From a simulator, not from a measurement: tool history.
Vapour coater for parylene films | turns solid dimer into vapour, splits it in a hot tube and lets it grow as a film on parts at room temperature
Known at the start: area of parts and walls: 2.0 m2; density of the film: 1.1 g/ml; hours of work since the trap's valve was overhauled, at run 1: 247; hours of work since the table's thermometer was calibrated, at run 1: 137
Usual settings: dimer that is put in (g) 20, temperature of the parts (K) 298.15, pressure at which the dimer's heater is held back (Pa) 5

run	hour	dimer that is put in (g)	temperature of the parts (K)	pressure at which the dimer's heater is held back (Pa)	hours of work since the trap's valve was overhauled	hours of work since the table's thermometer was calibrated	thickness of the film (µm)
1	0	20	298.15	5	247	137	5.53
2	14.5	20	302.15	5	257	147	4.85
3	33.6	20	292.15	5	270	160	6.72
4	51.3	20	292.15	5	282	172	6.64
5	81	20	292.15	5	302	192	6.55
6	107	20	298.15	5.72	320	209	5.25
7	127.4	20	298.15	4.55	334	223	5.38
8	152.8	20	293.15	4.55	351	240	6.42
9	176.3	20	293.15	4.55	367	256	6.38
10	195.7	20	298.15	5	380	269	5.37
11	207.8	20	298.15	6.12	388	278	5.23
12	233.1	20	298.15	5	405	295	5.36
13	249.7	20	298.15	5	417	306	5.26
14	271.4	20	298.15	5	431	321	5.32
15	288.2	20	298.15	5	443	332	5.32
16	313.4	20	298.15	5	460	349	5.24
17	330.1	20	298.15	5	471	360	5.31
18	352.5	12	298.15	5	486	376	3.12
19	382.1	12	298.15	5	506	396	3.17
20	396.1	12	298.15	5	516	405	3.11
21	413.5	12	298.15	5	528	417	3.1
22	426.2	20	298.15	5	536	425	5.2
23	439	20	298.15	2.38	545	434	5.74
24	451.2	20	298.15	2.38	553	442	5.8
25	472.8	12	299.15	4.84	568	457	3
26	489.7	17	299.15	8.88	579	468	3.87
27	517.7	19	298.15	2.16	598	487	5.44
28	529.9	12	297.15	2.34	606	496	3.49
29	544.8	11	300.15	3.88	616	506	2.71
30	559.5	8	291.15	11.55	626	516	2.23
31	584.1	8	291.15	11.55	643	532	2.23
32	598.3	20	296.15	5	653	542	5.37
# hour 604.1: trap's valve overhauled
33	617.3	20	298.15	10.49	9	552	5.15
34	640.6	35	298.15	5	25	568	10.01
35	664.3	35	298.15	5	41	584	9.83
36	683.5	20	309.15	5	54	597	4.05
37	698.5	20	309.15	5	64	607	3.99
38	718.4	20	306.15	4.26	77	621	4.47
39	735	33	306.15	4.26	89	632	7.37
40	760.2	33	306.15	4.26	106	649	7.41
41	782.6	30	295.15	5	121	664	9.22

Run 42 comes next. What will it give?
42	809.4	13	293.15	6.35	139	682	?

thickness of the film (µm): 4.13
Without the tool's hidden state the same run would have given thickness of the film (µm) 4.31.
